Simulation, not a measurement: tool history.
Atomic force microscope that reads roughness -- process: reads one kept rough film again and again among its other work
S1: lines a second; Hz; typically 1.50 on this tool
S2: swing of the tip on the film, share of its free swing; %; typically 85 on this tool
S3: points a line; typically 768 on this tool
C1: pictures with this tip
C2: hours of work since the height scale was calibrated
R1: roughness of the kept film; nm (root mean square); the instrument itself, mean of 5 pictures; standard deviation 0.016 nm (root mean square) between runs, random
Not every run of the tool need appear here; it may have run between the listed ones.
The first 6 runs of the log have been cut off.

Run 7, hour 123.5: usual settings but S2 75 %; C1 147; C2 207. Result: R1 3.327 nm (root mean square).
Run 8, hour 142.8: usual settings but S2 75 %; C1 165; C2 215. Result: R1 3.292 nm (root mean square).
At hour 152.0: new tip fitted.
Run 9, hour 159.6: usual settings but S2 75 %; C1 7; C2 222. Result: R1 3.933 nm (root mean square).
Run 10, hour 190.7: usual settings but S2 75 %; C1 37; C2 235. Result: R1 3.824 nm (root mean square).
Run 11, hour 204.5: usual settings but S2 88 %; C1 50; C2 240. Result: R1 3.556 nm (root mean square).
Run 12, hour 220.3: usual settings; C1 65; C2 247. Result: R1 3.549 nm (root mean square).
Run 13, hour 235.2: usual settings; C1 79; C2 253. Result: R1 3.466 nm (root mean square).
Run 14, hour 259.2: usual settings; C1 102; C2 263. Result: R1 3.394 nm (root mean square).
Run 15, hour 286.7: usual settings; C1 128; C2 274. Result: R1 3.293 nm (root mean square).
Run 16, hour 317.2: usual settings but S1 0.93 Hz; C1 157; C2 287. Result: R1 3.316 nm (root mean square).
At hour 336.7: new tip fitted.
Run 17, hour 336.7: usual settings but S1 3.41 Hz; C1 0; C2 294. Result: R1 3.410 nm (root mean square).
Run 18, hour 358.9: usual settings but S1 3.41 Hz; C1 21; C2 304. Result: R1 3.329 nm (root mean square).
Run 19, hour 373.3: usual settings but S1 3.41 Hz; C1 34; C2 310. Result: R1 3.284 nm (root mean square).
Run 20, hour 392.2: usual settings but S1 3.60 Hz, S2 57 %, S3 476; C1 52; C2 317. Result: R1 3.778 nm (root mean square).
Run 21, hour 418.0: usual settings but S1 2.25 Hz; C1 76; C2 328. Result: R1 3.345 nm (root mean square).
Run 22, hour 435.6: usual settings but S1 0.53 Hz, S2 60 %; C1 93; C2 335. Result: R1 3.735 nm (root mean square).
Run 23, hour 449.9: usual settings but S1 0.53 Hz, S2 60 %; C1 107; C2 341. Result: R1 3.703 nm (root mean square).
Run 24, hour 471.9: usual settings but S1 1.67 Hz, S2 75 %, S3 875; C1 127; C2 350. Result: R1 3.425 nm (root mean square).
Run 25, hour 500.3: usual settings but S1 3.53 Hz, S2 79 %, S3 267; C1 154; C2 362. Result: R1 2.977 nm (root mean square).
At hour 521.7: new tip fitted.
Run 26, hour 521.9: usual settings but S3 324; C1 0; C2 370. Result: R1 3.828 nm (root mean square).
Run 27, hour 546.6: usual settings but S3 324; C1 24; C2 381. Result: R1 3.693 nm (root mean square).
Run 28, hour 561.3: usual settings but S3 324; C1 37; C2 387. Result: R1 3.659 nm (root mean square).
Run 29, hour 584.6: usual settings but S3 519; C1 59; C2 396. Result: R1 3.578 nm (root mean square).
Run 30, hour 615.6: usual settings but S1 0.79 Hz, S3 265; C1 89; C2 409. Result: R1 3.589 nm (root mean square).
Run 31, hour 635.3: usual settings but S1 0.79 Hz, S3 265; C1 107; C2 417. Result: R1 3.482 nm (root mean square).

Forecast run 32:
Run 32, hour 658.3: usual settings but S2 72 %, S3 380; C1 129; C2 427. Result: R1 ?.

R1: 3.421 nm (root mean square)
Minus the tool's unlogged condition, the same run would have read R1 4.008 nm (root mean square).
